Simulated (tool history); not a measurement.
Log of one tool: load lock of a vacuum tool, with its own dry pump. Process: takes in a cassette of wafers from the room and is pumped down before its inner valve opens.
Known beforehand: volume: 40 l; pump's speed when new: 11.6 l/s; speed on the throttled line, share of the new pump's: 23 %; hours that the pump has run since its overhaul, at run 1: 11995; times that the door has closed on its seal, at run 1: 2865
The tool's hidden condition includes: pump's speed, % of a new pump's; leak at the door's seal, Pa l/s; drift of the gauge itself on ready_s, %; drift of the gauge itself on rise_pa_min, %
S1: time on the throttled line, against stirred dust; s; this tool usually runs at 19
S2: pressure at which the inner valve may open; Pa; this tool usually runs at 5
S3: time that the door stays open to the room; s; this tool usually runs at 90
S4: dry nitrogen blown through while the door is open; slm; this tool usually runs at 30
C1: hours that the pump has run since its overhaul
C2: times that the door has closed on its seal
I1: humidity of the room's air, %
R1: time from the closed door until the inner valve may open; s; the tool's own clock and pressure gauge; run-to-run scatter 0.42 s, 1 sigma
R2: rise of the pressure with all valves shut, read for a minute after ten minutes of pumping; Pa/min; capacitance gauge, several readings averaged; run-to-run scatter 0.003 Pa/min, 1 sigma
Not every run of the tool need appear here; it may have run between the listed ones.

| run | hour | S1 | S2 | S3 | S4 | C1 | C2 | I1 | R1 | R2 |
|---|---|---|---|---|---|---|---|---|---|---|
| 1 | 0 | 19 | 5 | 90 | 30 | 11995 | 2865 | 43.8 | 51.4 | 0.06 |
| 2 | 251.8 | 19 | 5 | 90 | 28 | 12247 | 3231 | 41.1 | 51.3 | 0.07 |
| 3 | 467.3 | 19 | 5 | 90 | 28 | 12463 | 3545 | 43.2 | 51.9 | 0.08 |
| 4 | 711.9 | 19 | 5 | 90 | 28 | 12707 | 3901 | 46.4 | 51.8 | 0.087 |
| 5 | 971.8 | 19 | 5 | 90 | 30 | 12967 | 4279 | 42.1 | 51.5 | 0.088 |
| 6 | 1207.3 | 19 | 5 | 90 | 30 | 13203 | 4622 | 45.7 | 51.5 | 0.095 |
| 7 | 1680.8 | 17 | 8 | 82 | 31 | 13676 | 5311 | 43.7 | 47.9 | 0.105 |
| 8 | 1939.6 | 13 | 6 | 77 | 5 | 13935 | 5688 | 45.6 | 46.4 | 0.147 |
| 9 | 2139.6 | 14 | 4 | 52 | 5 | 14135 | 5979 | 44 | 49.3 | 0.125 |
| 10 | 2420.6 | 17 | 4 | 52 | 5 | 14416 | 6388 | 45.3 | 51.1 | 0.149 |
| 11 | 2835.3 | 17 | 4 | 52 | 5 | 14831 | 6992 | 43.3 | 50.9 | 0.156 |

Predict each of these 5 candidate next runs independently; none follows another, all start after run 11:
| A | 3081.1 | 14 | 5 | 90 | 41 | 15077 | 7350 | 42.3 | ? | ? |
| B | 3081.1 | 17 | 4 | 40 | 5 | 15077 | 7350 | 44.1 | ? | ? |
| C | 3081.1 | 38 | 8 | 77 | 5 | 15077 | 7350 | 47.9 | ? | ? |
| D | 3081.1 | 14 | 4 | 29 | 5 | 15077 | 7350 | 44.1 | ? | ? |
| E | 3081.1 | 30 | 5 | 90 | 10 | 15077 | 7350 | 42.5 | ? | ? |

| run | R1 | R2 |
|---|---|---|
| A | 49 | 0.147 |
| B | 51.8 | 0.161 |
| C | 65 | 0.175 |
| D | 49.6 | 0.155 |
| E | 60.1 | 0.165 |
Without the tool's unlogged condition, the same runs would have read:
| run | R1 | R2 |
|---|---|---|
| A | 46 | 0.031 |
| B | 48.9 | 0.042 |
| C | 62.8 | 0.059 |
| D | 46.6 | 0.041 |
| E | 57.6 | 0.049 |
